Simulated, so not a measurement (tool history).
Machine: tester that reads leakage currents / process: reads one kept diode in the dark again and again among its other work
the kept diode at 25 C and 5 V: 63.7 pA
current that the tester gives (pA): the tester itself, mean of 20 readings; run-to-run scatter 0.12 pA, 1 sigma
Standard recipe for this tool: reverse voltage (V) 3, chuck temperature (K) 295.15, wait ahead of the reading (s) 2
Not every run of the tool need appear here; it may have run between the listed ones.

run    hour  reverse voltage (V)  chuck temperature (K)  wait ahead of the reading (s)  current that the tester gives (pA)
  1       0                    3                 295.15                              2                               44.62
  2    29.1                    3                 315.15                              2                              244.77
  3    70.3                    3                 315.15                              2                              244.23
  4   103.9                    3                 315.15                              2                               244.9
  5   157.8                    3                 319.15                              2                              336.48
      200.8  -- chuck's temperature calibrated
  6   216.7                    3                 308.15                              2                              113.77
  7   245.5                    3                 308.15                              2                              113.85
  8   292.5                    3                 308.15                              2                              114.72
  9   334.6                    3                 295.15                              2                                36.7
 10   371.8                    3                 295.15                              2                               36.59
 11     402                    3                 295.15                              2                               36.77
 12   465.6                 3.69                 295.15                              2                               41.68
 13     527                 3.69                 295.15                              2                               41.89
 14   583.3                 3.69                 295.15                              2                               41.85
 15   620.4                 3.69                 295.15                              2                               42.08
 16     661                 3.69                 295.15                              2                               42.38
 17   698.7                 6.11                 324.15                              2                              635.37
 18     740                 9.47                 321.15                            7.1                              655.66
 19   781.1                    3                 295.15                            1.4                                37.7
 20   847.6                 6.33                 309.15                           1.58                              198.33
      854.7  -- tester calibrated
 21   898.6                14.17                 318.15                           0.52                              661.49
 22     946                 2.72                 301.15                           0.44                               62.22
      968.8  -- tester calibrated, once more
 23   997.6                 1.19                 295.15                           7.32                               22.34
 24  1028.8                 5.13                 296.15                           0.33                               63.52
 25  1062.5                 4.97                 315.15                            1.1                              290.52
 26  1108.3                 8.82                 331.15                           0.34                             1398.67
 27  1144.9                    3                 306.15                              2                              103.88
 28    1199                13.67                 305.15                           1.17                               232.5
 29  1253.8                 4.66                 301.15                           2.55                               87.37

Below are 4 alternative next runs, each starting from the tool's condition after run 29. Predict each:
  A  1316.6                 8.59                 317.15                           3.81                                   ?
  B  1316.6                 3.97                 319.15                              2                                   ?
  C  1316.6                12.95                 295.15                           0.86                                   ?
  D  1316.6                 1.05                 329.15                           5.64                                   ?

run  current that the tester gives (pA)
  A                              477.47
  B                              356.11
  C                               98.52
  D                              355.28
Without the tool's unlogged condition, the same runs would have read:
run  current that the tester gives (pA)
  A                              447.21
  B                              334.33
  C                               89.45
  D                              335.38
